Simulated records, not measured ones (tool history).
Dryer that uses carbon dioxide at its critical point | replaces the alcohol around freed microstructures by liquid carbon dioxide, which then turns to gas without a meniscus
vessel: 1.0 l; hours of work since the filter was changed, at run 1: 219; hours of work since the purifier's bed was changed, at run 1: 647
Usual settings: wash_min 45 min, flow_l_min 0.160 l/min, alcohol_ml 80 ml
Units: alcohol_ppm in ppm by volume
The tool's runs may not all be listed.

run	hour	wash_min	flow_l_min	alcohol_ml	hours of work since the filter was changed	hours of work since the purifier's bed was changed	alcohol_ppm
1	0.0	45	0.160	80	219	647	649
2	32.8	45	0.160	80	236	664	660
3	52.5	45	0.160	72	247	674	624
4	75.3	45	0.160	72	258	686	648
5	98.4	45	0.160	80	271	698	686
6	124.5	45	0.160	80	284	712	723
# hour 130.2: inlet filter changed
7	145.3	45	0.160	80	8	722	495
8	173.8	45	0.160	80	23	737	503
9	205.2	45	0.160	80	39	754	519
10	223.2	45	0.160	83	49	763	541
11	258.9	45	0.160	83	67	782	551
12	299.0	28	0.160	80	88	803	2862
13	315.8	45	0.208	80	97	812	279
14	353.3	49	0.160	80	117	831	458
15	381.2	49	0.160	80	131	846	456
16	402.8	39	0.160	80	143	857	1016
17	421.6	45	0.160	80	152	867	619
18	451.3	45	0.160	80	168	882	642
19	470.3	45	0.160	34	178	892	405
20	491.2	45	0.160	28	189	903	378
21	510.1	45	0.160	80	199	913	686
22	535.4	45	0.160	80	212	927	679
23	553.7	45	0.160	80	222	936	706
24	587.2	45	0.160	80	239	954	737
25	616.7	45	0.161	88	255	969	796
26	650.8	45	0.161	88	272	987	828
# hour 679.9: inlet filter changed
27	691.3	45	0.161	88	6	1008	588
28	715.9	45	0.161	88	19	1020	581
29	746.8	45	0.161	88	35	1037	627
# hour 780.2: purifier's bed changed
30	785.0	45	0.161	88	53	3	358
31	809.0	45	0.161	88	66	15	367
32	844.6	45	0.250	48	85	34	26
33	868.8	64	0.146	51	97	46	65
34	897.7	64	0.104	95	112	61	623
35	919.6	40	0.163	104	124	73	840
36	936.1	66	0.160	37	132	82	57
37	970.3	66	0.190	38	150	99	34
38	994.3	43	0.214	53	163	112	102
39	1013.0	51	0.160	80	173	122	235
40	1043.8	51	0.160	80	189	138	261
41	1068.3	51	0.160	80	202	151	268
42	1087.9	51	0.160	80	212	161	286
43	1113.0	51	0.160	80	225	174	288
44	1150.1	51	0.160	80	244	194	307
45	1185.8	51	0.160	80	263	212	331
46	1207.7	43	0.159	67	275	224	598
# hour 1232.9: inlet filter changed
47	1248.6	43	0.159	67	8	245	375

Hidden state at the last listed run before each entry between runs and at the first one after, where it differs:
Between runs 6 and 7: inlet filter changed (hour 130.2)
  flow that reaches the vessel past the clogged filter, %: 88.4 -> 99.3; alcohol in the recycled carbon dioxide, ppm: 189.6 -> 192.3
  measured less the result without the state, alcohol_ppm: +445 -> +204 ppm by volume
Between runs 26 and 27: inlet filter changed (hour 679.9)
  flow that reaches the vessel past the clogged filter, %: 89.3 -> 99; alcohol in the recycled carbon dioxide, ppm: 260.9 -> 266.6
  measured less the result without the state, alcohol_ppm: +517 -> +284 ppm by volume
Between runs 29 and 30: purifier's bed changed (hour 780.2)
  flow that reaches the vessel past the clogged filter, %: 97.9 -> 97.2; alcohol in the recycled carbon dioxide, ppm: 274.1 -> 6.3
  measured less the result without the state, alcohol_ppm: +312 -> +52 ppm by volume
Between runs 46 and 47: inlet filter changed (hour 1232.9)
  flow that reaches the vessel past the clogged filter, %: 88.8 -> 99.2; alcohol in the recycled carbon dioxide, ppm: 65.2 -> 71.1
  measured less the result without the state, alcohol_ppm: +306 -> +78 ppm by volume
